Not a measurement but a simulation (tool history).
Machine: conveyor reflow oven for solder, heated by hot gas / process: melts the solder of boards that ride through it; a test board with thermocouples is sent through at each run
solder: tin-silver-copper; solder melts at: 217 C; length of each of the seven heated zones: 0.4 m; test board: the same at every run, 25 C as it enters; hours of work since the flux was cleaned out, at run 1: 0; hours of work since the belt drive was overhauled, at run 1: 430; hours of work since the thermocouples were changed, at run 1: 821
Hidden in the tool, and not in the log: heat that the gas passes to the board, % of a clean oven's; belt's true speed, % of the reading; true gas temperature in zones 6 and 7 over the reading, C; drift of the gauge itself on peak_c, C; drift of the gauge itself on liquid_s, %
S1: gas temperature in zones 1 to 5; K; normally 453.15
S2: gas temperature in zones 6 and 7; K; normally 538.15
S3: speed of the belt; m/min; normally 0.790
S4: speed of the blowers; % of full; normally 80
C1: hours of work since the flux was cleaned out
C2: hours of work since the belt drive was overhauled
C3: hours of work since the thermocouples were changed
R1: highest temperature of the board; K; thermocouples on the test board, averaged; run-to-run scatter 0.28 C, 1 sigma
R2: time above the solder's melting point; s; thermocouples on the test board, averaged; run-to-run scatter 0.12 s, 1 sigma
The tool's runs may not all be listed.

run     day      S1      S2     S3  S4   C1    C2    C3      R1    R2
  1   0.000  453.15  538.15  0.790  80    0   430   821  528.15  49.8
  2   2.588  453.15  538.15  0.790  80   32   461   853  527.85  49.8
  3   5.458  446.15  538.15  0.790  80   67   496   888  527.25  47.2
  4   7.717  446.15  538.15  0.790  80   94   524   915  527.05  47.4
  5  10.208  446.15  538.15  0.790  80  124   554   946  527.45  47.4
  6  11.850  453.15  538.15  0.790  66  144   574   966  525.85  48.0
  7  15.258  453.15  538.15  0.790  66  186   616  1007  525.65  48.1
  8  17.075  453.15  538.15  0.790  66  208   638  1029  525.95  47.9
  9  19.992  453.15  538.15  0.790  66  244   673  1065  525.45  48.1
 10  23.646  453.15  538.15  0.790  66  288   718  1110  525.45  48.0
 11  26.142  453.15  538.15  0.790  66  319   748  1140  525.25  48.1
     28.538  -- flux residue cleaned out of gas plates and filters
 12  28.788  453.15  538.15  0.790  66    3   778  1170  526.15  47.9
 13  30.633  453.15  538.15  0.790  65   26   800  1192  525.65  47.9
 14  32.888  453.15  538.15  0.790  65   53   828  1220  525.25  47.8
 15  34.504  453.15  538.15  0.790  80   73   848  1239  528.75  49.7
 16  36.504  453.15  538.15  0.790  80   97   872  1264  527.95  49.8
 17  39.429  453.15  534.15  0.767  80  133   908  1299  525.35  50.1
 18  42.196  441.15  534.15  0.664  80  167   941  1333  526.75  56.1
 19  45.412  453.15  552.15  0.790  80  206   981  1372  540.35  54.6
     46.292  -- thermocouples of zones 6 and 7 changed
 20  48.208  453.15  552.15  0.790  80  239  1014    23  540.95  54.9
 21  51.875  442.15  538.15  0.790  61  284  1058    68  522.85  42.8
 22  54.967  459.15  537.15  0.792  80  321  1096   106  528.15  51.5
 23  56.683  459.15  537.15  0.792  80  342  1117   127  528.05  51.3
     57.100  -- flux residue cleaned out of gas plates and filters
 24  60.012  445.15  550.15  0.745  85   36  1155   165  540.05  56.2
 25  63.917  443.15  531.15  0.790  67   83  1203   212  518.45  40.9
 26  65.733  443.15  531.15  0.790  67  105  1225   234  518.45  40.9
 27  67.475  458.15  531.15  0.790  76  127  1246   256  521.85  48.3
 28  69.975  453.15  538.15  0.790  66  157  1277   286  525.55  47.9
 29  72.850  459.15  531.15  0.790  76  192  1312   321  521.65  48.8

Consider 3 possible next runs. They are alternatives, not a sequence: every one starts from the tool as it was left by run 29. What does each give?
  A  74.496  453.15  538.15  0.676  85  212  1332  341   ?   ?
  B  74.496  451.15  543.15  0.790  76  212  1332  341   ?   ?
  C  74.496  466.15  538.15  0.790  80  212  1332  341   ?   ?

run      R1    R2
  A  532.35  61.1
  B  531.85  50.6
  C  529.65  54.9
With the hidden condition removed and each run's random variation left untouched, the same runs would have given:
run      R1    R2
  A  532.35  61.1
  B  531.85  50.6
  C  529.65  54.9

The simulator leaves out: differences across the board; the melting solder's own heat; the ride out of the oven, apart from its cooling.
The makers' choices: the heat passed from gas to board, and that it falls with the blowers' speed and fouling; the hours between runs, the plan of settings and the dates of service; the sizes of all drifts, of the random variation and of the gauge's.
